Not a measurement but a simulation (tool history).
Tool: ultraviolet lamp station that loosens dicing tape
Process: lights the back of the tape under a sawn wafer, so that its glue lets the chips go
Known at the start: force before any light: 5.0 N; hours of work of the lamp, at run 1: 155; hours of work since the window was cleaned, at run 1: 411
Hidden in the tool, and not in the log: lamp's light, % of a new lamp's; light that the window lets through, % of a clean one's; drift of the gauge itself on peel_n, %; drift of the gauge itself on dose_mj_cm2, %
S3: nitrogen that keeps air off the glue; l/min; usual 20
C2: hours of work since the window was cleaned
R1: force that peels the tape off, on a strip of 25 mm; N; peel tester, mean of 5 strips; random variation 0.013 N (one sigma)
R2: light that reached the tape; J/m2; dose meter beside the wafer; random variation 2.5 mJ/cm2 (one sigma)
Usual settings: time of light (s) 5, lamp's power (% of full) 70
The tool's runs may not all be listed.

{"run": 1, "day": 0.0, "time of light (s)": 5, "lamp's power (% of full)": 70, "S3": 20, "hours of work of the lamp": 155, "C2": 411, "R1": 0.607, "R2": 3110}
{"run": 2, "day": 0.296, "time of light (s)": 5, "lamp's power (% of full)": 70, "S3": 20, "hours of work of the lamp": 160, "C2": 416, "R1": 0.581, "R2": 3080}
{"run": 3, "day": 0.646, "time of light (s)": 5, "lamp's power (% of full)": 70, "S3": 20, "hours of work of the lamp": 166, "C2": 422, "R1": 0.577, "R2": 3120}
{"run": 4, "day": 0.896, "time of light (s)": 5, "lamp's power (% of full)": 70, "S3": 20, "hours of work of the lamp": 170, "C2": 426, "R1": 0.583, "R2": 3150}
{"run": 5, "day": 1.271, "time of light (s)": 5, "lamp's power (% of full)": 70, "S3": 20, "hours of work of the lamp": 176, "C2": 432, "R1": 0.572, "R2": 3110}
{"run": 6, "day": 1.492, "time of light (s)": 5, "lamp's power (% of full)": 70, "S3": 20, "hours of work of the lamp": 180, "C2": 436, "R1": 0.597, "R2": 3140}
{"run": 7, "day": 1.796, "time of light (s)": 5, "lamp's power (% of full)": 70, "S3": 20, "hours of work of the lamp": 185, "C2": 441, "R1": 0.583, "R2": 3090}
{"run": 8, "day": 2.288, "time of light (s)": 5, "lamp's power (% of full)": 70, "S3": 20, "hours of work of the lamp": 193, "C2": 449, "R1": 0.57, "R2": 3120}
{"run": 9, "day": 2.642, "time of light (s)": 5, "lamp's power (% of full)": 70, "S3": 20, "hours of work of the lamp": 199, "C2": 455, "R1": 0.563, "R2": 3060}
{"run": 10, "day": 3.083, "time of light (s)": 5, "lamp's power (% of full)": 70, "S3": 20, "hours of work of the lamp": 207, "C2": 462, "R1": 0.575, "R2": 3130}
{"run": 11, "day": 3.421, "time of light (s)": 5, "lamp's power (% of full)": 84, "S3": 39, "hours of work of the lamp": 212, "C2": 468, "R1": 0.359, "R2": 3750}
{"run": 12, "day": 3.75, "time of light (s)": 5, "lamp's power (% of full)": 84, "S3": 39, "hours of work of the lamp": 218, "C2": 473, "R1": 0.344, "R2": 3750}
{"run": 13, "day": 3.979, "time of light (s)": 5, "lamp's power (% of full)": 84, "S3": 39, "hours of work of the lamp": 221, "C2": 477, "R1": 0.374, "R2": 3730}
{"run": 14, "day": 4.479, "time of light (s)": 3, "lamp's power (% of full)": 76, "S3": 20, "hours of work of the lamp": 230, "C2": 486, "R1": 1.095, "R2": 2010}
{"run": 15, "day": 4.796, "time of light (s)": 8, "lamp's power (% of full)": 80, "S3": 11, "hours of work of the lamp": 235, "C2": 491, "R1": 0.314, "R2": 5720}
{"run": 16, "day": 5.212, "time of light (s)": 6, "lamp's power (% of full)": 100, "S3": 32, "hours of work of the lamp": 242, "C2": 498, "R1": 0.274, "R2": 5380}
{"run": 17, "day": 5.717, "time of light (s)": 5, "lamp's power (% of full)": 70, "S3": 8, "hours of work of the lamp": 250, "C2": 506, "R1": 0.89, "R2": 3090}
{"run": 18, "day": 6.167, "time of light (s)": 3, "lamp's power (% of full)": 70, "S3": 6, "hours of work of the lamp": 258, "C2": 514, "R1": 1.901, "R2": 1870}
{"run": 19, "day": 6.525, "time of light (s)": 2, "lamp's power (% of full)": 73, "S3": 9, "hours of work of the lamp": 264, "C2": 520, "R1": 2.355, "R2": 1310}
{"run": 20, "day": 6.958, "time of light (s)": 6, "lamp's power (% of full)": 65, "S3": 11, "hours of work of the lamp": 271, "C2": 527, "R1": 0.639, "R2": 3480}

4 ways to go on from here, each from the tool as it stands after run 20. What would each give?
{"run": "A", "day": 7.225, "time of light (s)": 2, "lamp's power (% of full)": 97, "S3": 6, "hours of work of the lamp": 276, "C2": 531, "R1": "?", "R2": "?"}
{"run": "B", "day": 7.225, "time of light (s)": 3, "lamp's power (% of full)": 63, "S3": 6, "hours of work of the lamp": 276, "C2": 531, "R1": "?", "R2": "?"}
{"run": "C", "day": 7.225, "time of light (s)": 9, "lamp's power (% of full)": 78, "S3": 12, "hours of work of the lamp": 276, "C2": 531, "R1": "?", "R2": "?"}
{"run": "D", "day": 7.225, "time of light (s)": 4, "lamp's power (% of full)": 68, "S3": 11, "hours of work of the lamp": 276, "C2": 531, "R1": "?", "R2": "?"}

run=A R1=1.953 R2=1750
run=B R1=1.997 R2=1670
run=C R1=0.309 R2=6260
run=D R1=1.110 R2=2410
Without the tool's hidden state the same runs would have given:
run=A R1=1.949 R2=1750
run=B R1=1.993 R2=1670
run=C R1=0.308 R2=6270
run=D R1=1.107 R2=2410

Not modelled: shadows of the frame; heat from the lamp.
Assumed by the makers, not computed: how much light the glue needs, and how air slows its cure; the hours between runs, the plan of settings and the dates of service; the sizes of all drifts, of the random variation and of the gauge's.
